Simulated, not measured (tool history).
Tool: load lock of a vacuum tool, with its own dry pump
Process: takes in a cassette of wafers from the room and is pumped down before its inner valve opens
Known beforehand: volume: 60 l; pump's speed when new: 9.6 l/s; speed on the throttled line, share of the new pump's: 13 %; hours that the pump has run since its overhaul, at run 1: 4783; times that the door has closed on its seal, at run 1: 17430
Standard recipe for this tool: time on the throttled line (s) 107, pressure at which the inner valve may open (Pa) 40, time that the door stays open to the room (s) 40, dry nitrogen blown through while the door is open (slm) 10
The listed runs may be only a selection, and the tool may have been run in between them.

| run | hour | time on the throttled line (s) | pressure at which the inner valve may open (Pa) | time that the door stays open to the room (s) | dry nitrogen blown through while the door is open (slm) | hours that the pump has run since its overhaul | times that the door has closed on its seal | incoming humidity of the room's air, % | time from the closed door until the inner valve may open (s) | rise of the pressure with all valves shut (Pa/min) |
|---|---|---|---|---|---|---|---|---|---|---|
| 1 | 0.0 | 107 | 40 | 40 | 10 | 4783 | 17430 | 44.7 | 143.1 | 0.090 |
| 2 | 114.6 | 107 | 40 | 40 | 10 | 4897 | 17803 | 45.3 | 142.7 | 0.099 |
| 3 | 216.3 | 107 | 40 | 40 | 10 | 4999 | 18134 | 45.4 | 142.7 | 0.098 |
| 4 | 337.5 | 107 | 40 | 40 | 10 | 5120 | 18528 | 47.3 | 142.6 | 0.105 |
| 5 | 526.6 | 107 | 40 | 40 | 10 | 5309 | 19144 | 45.8 | 142.9 | 0.106 |
| 6 | 628.9 | 107 | 40 | 40 | 10 | 5412 | 19477 | 45.8 | 143.4 | 0.109 |
| 7 | 814.4 | 107 | 40 | 40 | 10 | 5597 | 20080 | 46.7 | 143.2 | 0.110 |
| 8 | 900.3 | 107 | 40 | 40 | 10 | 5683 | 20360 | 44.7 | 142.9 | 0.109 |
| 9 | 1028.1 | 107 | 40 | 65 | 10 | 5811 | 20776 | 43.7 | 143.4 | 0.129 |
| 10 | 1194.0 | 107 | 40 | 65 | 10 | 5977 | 21316 | 46.7 | 142.7 | 0.126 |
| 11 | 1364.3 | 107 | 40 | 40 | 6 | 6147 | 21870 | 41.7 | 143.1 | 0.120 |
| 12 | 1470.7 | 107 | 40 | 40 | 6 | 6253 | 22216 | 46.5 | 143.2 | 0.130 |
| 13 | 1568.5 | 115 | 40 | 40 | 11 | 6351 | 22535 | 46.3 | 150.2 | 0.123 |
| 14 | 1704.0 | 133 | 40 | 39 | 8 | 6487 | 22976 | 45.3 | 165.9 | 0.128 |
| 15 | 1880.7 | 133 | 40 | 39 | 8 | 6663 | 23551 | 46.4 | 166.1 | 0.127 |
| 16 | 2028.0 | 55 | 40 | 40 | 15 | 6811 | 24030 | 46.3 | 98.0 | 0.128 |
| 17 | 2118.1 | 107 | 64 | 40 | 6 | 6901 | 24323 | 49.0 | 140.0 | 0.145 |
| 18 | 2224.2 | 72 | 64 | 179 | 37 | 7007 | 24669 | 46.7 | 109.8 | 0.150 |
| 19 | 2378.2 | 107 | 53 | 155 | 10 | 7161 | 25170 | 44.1 | 141.6 | 0.181 |
| 20 | 2491.5 | 107 | 53 | 155 | 10 | 7274 | 25539 | 46.8 | 141.4 | 0.187 |
| 21 | 2638.0 | 107 | 53 | 155 | 10 | 7421 | 26016 | 42.4 | 141.8 | 0.183 |
| 22 | 2744.5 | 61 | 53 | 150 | 10 | 7527 | 26362 | 44.0 | 101.7 | 0.182 |

3 ways to go on from here, each from the tool as it stands after run 22. What would each give?
| A | 2943.2 | 61 | 42 | 34 | 10 | 7726 | 27009 | 44.1 | ? | ? |
| B | 2943.2 | 107 | 40 | 90 | 10 | 7726 | 27009 | 42.9 | ? | ? |
| C | 2943.2 | 107 | 40 | 30 | 10 | 7726 | 27009 | 48.7 | ? | ? |

| run | time from the closed door until the inner valve may open (s) | rise of the pressure with all valves shut (Pa/min) |
|---|---|---|
| A | 103.4 | 0.155 |
| B | 143.3 | 0.169 |
| C | 143.8 | 0.146 |
Stripped of hidden state, with their random variation kept, the same runs would have yielded:
| run | time from the closed door until the inner valve may open (s) | rise of the pressure with all valves shut (Pa/min) |
|---|---|---|
| A | 101.7 | 0.037 |
| B | 142.0 | 0.051 |
| C | 142.5 | 0.029 |

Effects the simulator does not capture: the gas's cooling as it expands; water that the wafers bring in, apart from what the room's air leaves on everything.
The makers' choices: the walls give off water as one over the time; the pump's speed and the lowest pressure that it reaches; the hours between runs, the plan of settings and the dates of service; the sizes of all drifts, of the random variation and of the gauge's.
